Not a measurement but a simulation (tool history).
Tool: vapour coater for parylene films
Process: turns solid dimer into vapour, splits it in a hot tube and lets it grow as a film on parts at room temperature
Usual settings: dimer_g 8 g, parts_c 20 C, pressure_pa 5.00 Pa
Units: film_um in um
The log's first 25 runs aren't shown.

Run 26, hour 663.5: usual settings but parts_c 31 C, pressure_pa 7.03 Pa. Result: film_um 3.05 um.
Run 27, hour 688.6: usual settings but parts_c 12 C, pressure_pa 4.28 Pa. Result: film_um 5.18 um.
Run 28, hour 724.2: usual settings but dimer_g 5 g, parts_c 13 C, pressure_pa 3.24 Pa. Result: film_um 3.37 um.
Run 29, hour 760.3: usual settings but dimer_g 5 g, parts_c 13 C, pressure_pa 8.33 Pa. Result: film_um 2.72 um.
Run 30, hour 787.8: usual settings but dimer_g 13 g, parts_c 30 C, pressure_pa 6.05 Pa. Result: film_um 5.26 um.
Run 31, hour 823.4: usual settings but dimer_g 6 g, parts_c 30 C, pressure_pa 9.45 Pa. Result: film_um 2.16 um.
Run 32, hour 848.4: usual settings but dimer_g 12 g, pressure_pa 4.15 Pa. Result: film_um 6.59 um.
Run 33, hour 872.2: usual settings but dimer_g 12 g, pressure_pa 4.15 Pa. Result: film_um 6.61 um.
Run 34, hour 899.9: usual settings but dimer_g 6 g, parts_c 21 C, pressure_pa 2.54 Pa. Result: film_um 3.62 um.
Run 35, hour 929.2: usual settings but dimer_g 6 g, parts_c 21 C, pressure_pa 2.54 Pa. Result: film_um 3.59 um.
Run 36, hour 947.0: usual settings but dimer_g 6 g, parts_c 14 C, pressure_pa 2.54 Pa. Result: film_um 4.20 um.
Run 37, hour 975.0: usual settings but dimer_g 6 g, parts_c 14 C, pressure_pa 2.54 Pa. Result: film_um 4.24 um.
Run 38, hour 995.2: usual settings but dimer_g 11 g, parts_c 16 C, pressure_pa 4.17 Pa. Result: film_um 6.60 um.
Run 39, hour 1025.8: usual settings but dimer_g 11 g, parts_c 16 C, pressure_pa 4.17 Pa. Result: film_um 6.58 um.
Run 40, hour 1051.2: usual settings but parts_c 19 C, pressure_pa 10.71 Pa. Result: film_um 3.61 um.
Run 41, hour 1071.9: usual settings but parts_c 19 C, pressure_pa 10.71 Pa. Result: film_um 3.61 um.
Run 42, hour 1103.3: usual settings but dimer_g 6 g, parts_c 28 C, pressure_pa 5.80 Pa. Result: film_um 2.56 um.
Run 43, hour 1126.5: usual settings but dimer_g 11 g. Result: film_um 5.78 um.
Run 44, hour 1143.1: usual settings but parts_c 29 C, pressure_pa 11.61 Pa. Result: film_um 2.83 um.
Run 45, hour 1180.0: usual settings but parts_c 29 C, pressure_pa 9.65 Pa. Result: film_um 2.96 um.
Run 46, hour 1218.7: usual settings but parts_c 29 C, pressure_pa 9.65 Pa. Result: film_um 2.96 um.
Run 47, hour 1248.0: usual settings but parts_c 15 C, pressure_pa 3.37 Pa. Result: film_um 5.16 um.

Forecast each of these 4 alternatives for the next run:
Run A, hour 1268.6: usual settings but parts_c 15 C, pressure_pa 5.86 Pa. Result: film_um ?.
Run B, hour 1268.6: usual settings but dimer_g 7 g, parts_c 15 C, pressure_pa 4.42 Pa. Result: film_um ?.
Run C, hour 1268.6: usual settings but pressure_pa 10.00 Pa. Result: film_um ?.
Run D, hour 1268.6: usual settings but dimer_g 6 g. Result: film_um ?.

run  film_um
  A     4.52
  B     4.23
  C     3.56
  D     3.15
Without the tool's hidden state the same runs would have given:
run  film_um
  A     4.52
  B     4.23
  C     3.57
  D     3.15
